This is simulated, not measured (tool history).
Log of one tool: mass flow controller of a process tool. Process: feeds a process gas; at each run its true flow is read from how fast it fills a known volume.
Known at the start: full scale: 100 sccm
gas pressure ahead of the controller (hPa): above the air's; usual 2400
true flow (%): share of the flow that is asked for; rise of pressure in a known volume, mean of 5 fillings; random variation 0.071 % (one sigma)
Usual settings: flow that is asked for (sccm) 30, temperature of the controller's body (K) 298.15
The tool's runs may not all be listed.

| run | hour | flow that is asked for (sccm) | gas pressure ahead of the controller (hPa) | temperature of the controller's body (K) | true flow (%) |
|---|---|---|---|---|---|
| 1 | 0.0 | 30 | 2400 | 298.15 | 99.91 |
| 2 | 62.5 | 30 | 2400 | 298.15 | 99.91 |
| 3 | 192.8 | 30 | 2400 | 298.15 | 99.94 |
| 4 | 322.7 | 68 | 2400 | 298.15 | 100.24 |
| 5 | 429.0 | 68 | 2400 | 298.15 | 100.28 |
| 6 | 486.6 | 30 | 2400 | 298.15 | 99.99 |
| 7 | 612.6 | 30 | 2400 | 298.15 | 99.88 |
| 8 | 693.7 | 30 | 2400 | 298.15 | 99.97 |
| 9 | 793.0 | 30 | 2400 | 298.15 | 100.01 |
| 10 | 874.6 | 30 | 2400 | 298.15 | 100.07 |
| 11 | 954.6 | 30 | 2400 | 298.15 | 100.02 |
| 12 | 1034.4 | 30 | 2400 | 298.15 | 100.07 |
| 13 | 1134.3 | 30 | 2400 | 298.15 | 100.07 |
| 14 | 1201.6 | 30 | 2400 | 298.15 | 100.00 |
| 15 | 1303.1 | 30 | 2400 | 298.15 | 100.03 |
| 16 | 1428.3 | 30 | 2400 | 298.15 | 100.15 |
| 17 | 1542.6 | 30 | 2400 | 298.15 | 100.17 |
| 18 | 1663.2 | 30 | 2400 | 298.15 | 100.23 |
| 19 | 1739.4 | 30 | 2400 | 296.15 | 99.96 |
| 20 | 1816.0 | 30 | 2400 | 298.15 | 100.17 |
| 21 | 1928.9 | 30 | 2290 | 298.15 | 100.17 |
| 22 | 2043.9 | 79 | 2400 | 298.15 | 100.34 |
| 23 | 2170.5 | 79 | 2400 | 298.15 | 100.51 |
| 24 | 2273.6 | 18 | 2400 | 298.15 | 100.62 |
| 25 | 2366.1 | 18 | 2400 | 298.15 | 100.48 |
| 26 | 2444.7 | 18 | 2400 | 298.15 | 100.43 |
|  | 2456.8 | controller's zero set anew |
| 27 | 2541.6 | 31 | 2340 | 293.15 | 100.05 |
| 28 | 2671.9 | 31 | 2340 | 293.15 | 100.09 |
| 29 | 2731.8 | 30 | 2260 | 295.15 | 100.09 |
| 30 | 2846.4 | 19 | 1940 | 293.15 | 100.12 |
| 31 | 2938.6 | 19 | 1940 | 293.15 | 100.13 |
|  | 3030.8 | controller's zero set anew, once more |
| 32 | 3065.2 | 19 | 1940 | 293.15 | 98.99 |
| 33 | 3169.3 | 19 | 1940 | 293.15 | 99.05 |
| 34 | 3266.2 | 19 | 1940 | 293.15 | 99.19 |
| 35 | 3335.4 | 15 | 1480 | 312.15 | 100.71 |
| 36 | 3393.5 | 15 | 1480 | 312.15 | 100.79 |
| 37 | 3485.2 | 46 | 2040 | 298.15 | 99.89 |
| 38 | 3586.2 | 30 | 2400 | 309.15 | 101.04 |
| 39 | 3689.5 | 13 | 1860 | 297.15 | 99.50 |
| 40 | 3805.3 | 13 | 1860 | 297.15 | 99.52 |
| 41 | 3857.5 | 13 | 1860 | 297.15 | 99.52 |
| 42 | 3983.5 | 16 | 1860 | 304.15 | 100.26 |
| 43 | 4064.6 | 16 | 1860 | 304.15 | 100.30 |

3 ways to go on from here, each from the tool as it stands after run 43. What would each give?
| A | 4177.7 | 30 | 1900 | 298.15 | ? |
| B | 4177.7 | 47 | 1400 | 298.15 | ? |
| C | 4177.7 | 23 | 1690 | 298.15 | ? |

| run | true flow (%) |
|---|---|
| A | 99.68 |
| B | 99.47 |
| C | 99.47 |
Without the tool's hidden state the same runs would have given:
| run | true flow (%) |
|---|---|
| A | 99.28 |
| B | 99.12 |
| C | 99.02 |
